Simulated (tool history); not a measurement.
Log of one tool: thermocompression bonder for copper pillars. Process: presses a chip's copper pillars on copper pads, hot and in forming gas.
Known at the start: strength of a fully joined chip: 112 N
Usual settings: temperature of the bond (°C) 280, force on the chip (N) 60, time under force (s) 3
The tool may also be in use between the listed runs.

| run | day | temperature of the bond (°C) | force on the chip (N) | time under force (s) | force that shears a chip off (N) |
|---|---|---|---|---|---|
| 1 | 0.000 | 280 | 60 | 3 | 52.2 |
| 2 | 0.412 | 280 | 60 | 3 | 51.9 |
| 3 | 1.079 | 280 | 60 | 3 | 53.4 |
| 4 | 1.642 | 280 | 60 | 3 | 50.6 |
| 5 | 2.517 | 280 | 60 | 3 | 51.4 |
| 6 | 3.225 | 280 | 60 | 3 | 53.5 |
| 7 | 4.050 | 280 | 60 | 5 | 61.8 |
| 8 | 4.638 | 280 | 60 | 5 | 64.4 |
| 9 | 5.296 | 280 | 60 | 5 | 62.0 |
| 10 | 6.217 | 280 | 60 | 5 | 61.6 |
| 11 | 6.683 | 280 | 60 | 5 | 62.2 |
| 12 | 7.529 | 280 | 71 | 5 | 68.1 |
| 13 | 8.429 | 280 | 71 | 5 | 66.8 |
| 14 | 8.933 | 279 | 90 | 6 | 81.2 |
| 15 | 9.654 | 279 | 90 | 6 | 79.6 |
| 16 | 10.142 | 295 | 45 | 4 | 56.3 |
| 17 | 10.725 | 291 | 60 | 4 | 64.4 |
| 18 | 11.183 | 258 | 60 | 2 | 34.1 |
| 19 | 11.667 | 258 | 82 | 2 | 41.8 |
| 20 | 12.321 | 280 | 60 | 2 | 44.3 |
| 21 | 12.996 | 280 | 60 | 2 | 44.1 |
| 22 | 13.758 | 293 | 85 | 2 | 63.8 |
| 23 | 14.425 | 280 | 48 | 5 | 55.3 |

4 ways to go on from here, each from the tool as it stands after run 23. What would each give?
| A | 15.338 | 269 | 60 | 3 | ? |
| B | 15.338 | 271 | 69 | 5 | ? |
| C | 15.338 | 280 | 48 | 6 | ? |
| D | 15.338 | 274 | 60 | 3 | ? |

| run | force that shears a chip off (N) |
|---|---|
| A | 45.9 |
| B | 59.9 |
| C | 56.2 |
| D | 48.6 |
Without the tool's hidden state the same runs would have given:
| run | force that shears a chip off (N) |
|---|---|
| A | 46.1 |
| B | 60.2 |
| C | 56.4 |
| D | 48.8 |
